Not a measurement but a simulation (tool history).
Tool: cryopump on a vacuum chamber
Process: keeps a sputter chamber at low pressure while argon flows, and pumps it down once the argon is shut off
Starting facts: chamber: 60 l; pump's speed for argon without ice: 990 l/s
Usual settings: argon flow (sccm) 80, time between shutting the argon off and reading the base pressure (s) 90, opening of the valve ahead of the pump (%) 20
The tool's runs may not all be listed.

run,hour,argon flow (sccm),time between shutting the argon off and reading the base pressure (s),opening of the valve ahead of the pump (%),pressure while argon flows (Pa),pressure after the wait (uPa)
1,0,80,90,20,0.6884,1.72
2,48.8,80,90,31,0.456,1.86
3,82.5,34,90,20,0.2971,1.89
4,120.2,48,90,20,0.4252,1.97
5,161.2,41,90,20,0.3642,2.08
6,202.4,41,90,20,0.37,2.16
7,253,41,90,20,0.37,2.23
# hour 310.1: pump warmed up, emptied and cooled again
8,310.1,80,90,20,0.6876,1.82
9,340.7,80,53,20,0.6853,2.17
10,400.6,48,53,20,0.4167,2.23
11,458.6,72,90,20,0.6275,2.09
12,508.1,72,90,20,0.6351,2.14
13,545.9,80,62,20,0.7169,2.43
14,593.4,80,62,32,0.4605,2.47
15,628.5,80,90,20,0.7235,2.37
16,660.9,80,90,22,0.6696,2.49
# hour 704.2: pump warmed up, emptied and cooled again
17,705.4,80,90,20,0.6893,1.98
18,741.7,99,32,57,0.3042,2.65
19,801.3,145,50,20,1.2703,2.35
20,839.3,145,50,20,1.2743,2.47
21,866.5,145,50,20,1.2756,2.56
22,924,78,41,16,0.8539,2.74
23,961.6,61,96,52,0.226,2.47
24,995.4,61,96,52,0.2277,2.53
25,1041.8,84,39,20,0.7668,3.14
26,1082.3,44,139,22,0.3665,2.57
# hour 1096.3: pump warmed up, emptied and cooled again
27,1136.8,58,139,22,0.4555,2.09
28,1183.6,58,139,22,0.4589,2.17
29,1215,58,90,18,0.561,2.33
30,1247.1,156,75,16,1.6861,2.5
31,1285.1,76,122,16,0.8304,2.3
32,1344.8,80,91,38,0.3901,2.64
33,1405.3,80,91,38,0.4021,2.76
34,1438.4,89,24,15,1.0682,3.97

Each run again, without the hidden state but with its own random variation kept:
Unlogged tool condition in this case: pump's speed, % of a pump's without ice; cold plate's temperature, K; leak into the chamber, uPa l/s; drift of the gauge itself on working_pa, %; drift of the gauge itself on base_upa, %.
run,pressure while argon flows (Pa),pressure after the wait (uPa)
1,0.6789,0.63
2,0.4406,0.67
3,0.2888,0.68
4,0.4106,0.66
5,0.3488,0.68
6,0.3516,0.67
7,0.3477,0.65
8,0.6853,0.7
9,0.6799,0.95
10,0.4096,0.9
11,0.6109,0.67
12,0.6134,0.66
13,0.6873,0.83
14,0.4244,0.82
15,0.6818,0.64
16,0.6228,0.65
17,0.6866,0.67
18,0.2963,1.27
19,1.2478,0.91
20,1.2443,0.91
21,1.2401,0.97
22,0.8277,1.06
23,0.2013,0.65
24,0.1995,0.64
25,0.7199,1.14
26,0.3385,0.5
27,0.4503,0.55
28,0.4502,0.55
29,0.5497,0.65
30,1.6496,0.72
31,0.8083,0.54
32,0.3587,0.67
33,0.3613,0.64
34,1.0169,1.67
